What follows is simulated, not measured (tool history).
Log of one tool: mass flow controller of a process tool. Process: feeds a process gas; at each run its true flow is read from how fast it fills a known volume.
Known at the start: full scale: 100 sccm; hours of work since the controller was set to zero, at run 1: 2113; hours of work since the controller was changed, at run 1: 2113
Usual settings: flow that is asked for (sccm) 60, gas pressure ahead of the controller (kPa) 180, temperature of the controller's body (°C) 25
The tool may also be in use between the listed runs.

run      day  flow that is asked for (sccm)  gas pressure ahead of the controller (kPa)  temperature of the controller's body (°C)  hours of work since the controller was set to zero  hours of work since the controller was changed  true flow (%)
  1    0.000                             60                                         180                                         25                                                2113                                            2113         100.13
  2   10.950                             60                                         180                                         25                                                2213                                            2213         100.16
  3   28.467                             60                                         180                                         25                                                2374                                            2374         100.31
  4   37.196                             60                                         180                                         25                                                2454                                            2454         100.38
  5   53.942                             60                                         180                                         25                                                2607                                            2607         100.36
  6   65.138                             60                                         180                                         25                                                2709                                            2709         100.37
  7   72.450                             60                                         180                                         25                                                2776                                            2776         100.36
  8   85.933                             60                                         180                                         25                                                2900                                            2900         100.47
  9  103.475                             60                                         180                                         29                                                3060                                            3060         100.96
 10  110.725                             60                                         180                                         21                                                3127                                            3127         100.16
 11  125.221                             60                                         180                                         21                                                3259                                            3259         100.01
 12  136.367                             60                                         180                                         25                                                3361                                            3361         100.55
 13  153.638                             60                                         180                                         25                                                3520                                            3520         100.62
 14  163.571                             15                                         271                                         25                                                3610                                            3610         102.30
 15  176.679                             15                                         146                                         25                                                3730                                            3730         101.82
 16  192.392                             49                                         159                                         39                                                3874                                            3874         102.12
 17  202.450                             49                                         159                                         39                                                3966                                            3966         102.28
 18  213.025                             22                                         144                                         25                                                4063                                            4063         101.47
 19  220.267                             22                                         144                                         25                                                4129                                            4129         101.45
 20  228.421                             60                                         180                                         31                                                4204                                            4204         101.54
 21  240.650                             13                                         249                                         32                                                4316                                            4316         103.84
 22  251.504                             18                                         267                                         20                                                4415                                            4415         101.87
 23  269.275                             18                                         267                                         20                                                4578                                            4578         102.00
 24  278.550                             33                                         149                                         36                                                4663                                            4663         102.44
 25  285.871                             33                                         149                                         36                                                4730                                            4730         102.42

Forecast each of these 3 alternatives for the next run:
  A  295.083                             47                                         193                                         25                                                4814                                            4814              ?
  B  295.083                             17                                         141                                         27                                                4814                                            4814              ?
  C  295.083                             33                                         157                                         36                                                4814                                            4814              ?

run  true flow (%)
  A         101.28
  B         102.63
  C         102.53
Without the tool's hidden state the same runs would have given:
run  true flow (%)
  A          99.56
  B          99.26
  C         100.41

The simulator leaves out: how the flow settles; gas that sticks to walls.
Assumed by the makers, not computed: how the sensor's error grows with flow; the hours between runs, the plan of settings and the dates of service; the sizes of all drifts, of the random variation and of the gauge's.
